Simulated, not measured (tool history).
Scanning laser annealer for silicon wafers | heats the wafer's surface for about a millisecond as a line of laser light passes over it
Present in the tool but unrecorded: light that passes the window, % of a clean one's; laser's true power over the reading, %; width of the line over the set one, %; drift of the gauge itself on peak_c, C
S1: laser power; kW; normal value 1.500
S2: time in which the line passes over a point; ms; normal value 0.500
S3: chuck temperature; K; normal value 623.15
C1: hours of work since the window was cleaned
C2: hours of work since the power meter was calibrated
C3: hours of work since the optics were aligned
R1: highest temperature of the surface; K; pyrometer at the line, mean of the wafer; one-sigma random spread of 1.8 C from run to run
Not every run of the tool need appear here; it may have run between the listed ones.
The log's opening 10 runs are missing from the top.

| run | hour | S1 | S2 | S3 | C1 | C2 | C3 | R1 |
|---|---|---|---|---|---|---|---|---|
| 11 | 537.9 | 1.500 | 0.500 | 623.15 | 93 | 575 | 234 | 1320.15 |
| 12 | 590.0 | 1.500 | 0.500 | 623.15 | 120 | 602 | 261 | 1320.15 |
| 13 | 661.3 | 1.631 | 0.500 | 623.15 | 156 | 638 | 297 | 1376.15 |
| 14 | 694.3 | 1.648 | 0.500 | 623.15 | 173 | 655 | 314 | 1384.15 |
| 15 | 748.2 | 1.648 | 0.500 | 623.15 | 201 | 683 | 341 | 1379.15 |
| 16 | 793.8 | 1.648 | 0.500 | 623.15 | 224 | 706 | 365 | 1380.15 |
| 17 | 825.9 | 1.648 | 0.500 | 623.15 | 240 | 722 | 381 | 1376.15 |
| 18 | 893.8 | 1.648 | 0.500 | 623.15 | 275 | 757 | 416 | 1375.15 |
| 19 | 929.0 | 1.648 | 0.500 | 623.15 | 293 | 775 | 434 | 1372.15 |
| 20 | 962.1 | 1.541 | 0.386 | 623.15 | 310 | 792 | 451 | 1250.15 |
| 21 | 1020.9 | 1.474 | 0.504 | 594.15 | 340 | 822 | 481 | 1262.15 |
| 22 | 1077.2 | 1.500 | 0.360 | 623.15 | 368 | 851 | 509 | 1205.15 |
| 23 | 1125.3 | 1.500 | 0.520 | 644.15 | 393 | 875 | 534 | 1331.15 |

The next listed run, before its measurement:
| 24 | 1157.4 | 1.500 | 0.520 | 644.15 | 409 | 891 | 550 | ? |

{"run 24": {"R1": 1331.15}}
Were there no unlogged condition in the tool, this run, its random variation unchanged, would have produced R1 1370.15 K.
